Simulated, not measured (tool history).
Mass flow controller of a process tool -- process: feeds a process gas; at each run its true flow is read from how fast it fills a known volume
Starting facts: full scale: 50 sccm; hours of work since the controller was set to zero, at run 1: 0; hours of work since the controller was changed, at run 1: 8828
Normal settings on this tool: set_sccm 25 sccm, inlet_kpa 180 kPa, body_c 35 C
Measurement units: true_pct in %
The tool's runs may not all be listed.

run      day  set_sccm  inlet_kpa  body_c  hours of work since the controller was set to zero  hours of work since the controller was changed  true_pct
  1    0.000        25        180      35                                                   0                                            8828     98.32
  2   19.225        25        180      35                                                 224                                            9052     98.24
  3   33.354        36        180      35                                                 389                                            9217     98.84
  4   48.683        25        180      27                                                 568                                            9396     98.63
  5   65.104        25        180      27                                                 760                                            9588     98.61
  6   82.942        25        255      27                                                 968                                            9796     98.10
  7  104.225        25        255      27                                                1217                                           10044     98.09
  8  123.362         8        180      21                                                1440                                           10268     97.86
  9  146.971         8        180      21                                                1716                                           10543     98.04
 10  158.579        34        180      28                                                1851                                           10679     99.11
 11  177.354        16        197      39                                                2071                                           10898     97.40
 12  195.992        16        268      36                                                2288                                           11116     97.06

Predict each of these 3 candidate next runs independently; none follows another, all start after run 12:
  A  220.400        47        194      36                                                2573                                           11401         ?
  B  220.400        14        268      36                                                2573                                           11401         ?
  C  220.400         5        194      36                                                2573                                           11401         ?

run  true_pct
  A     99.34
  B     96.92
  C     96.88
With the hidden condition removed and each run's random variation left untouched, the same runs would have given:
run  true_pct
  A     99.36
  B     96.94
  C     96.91
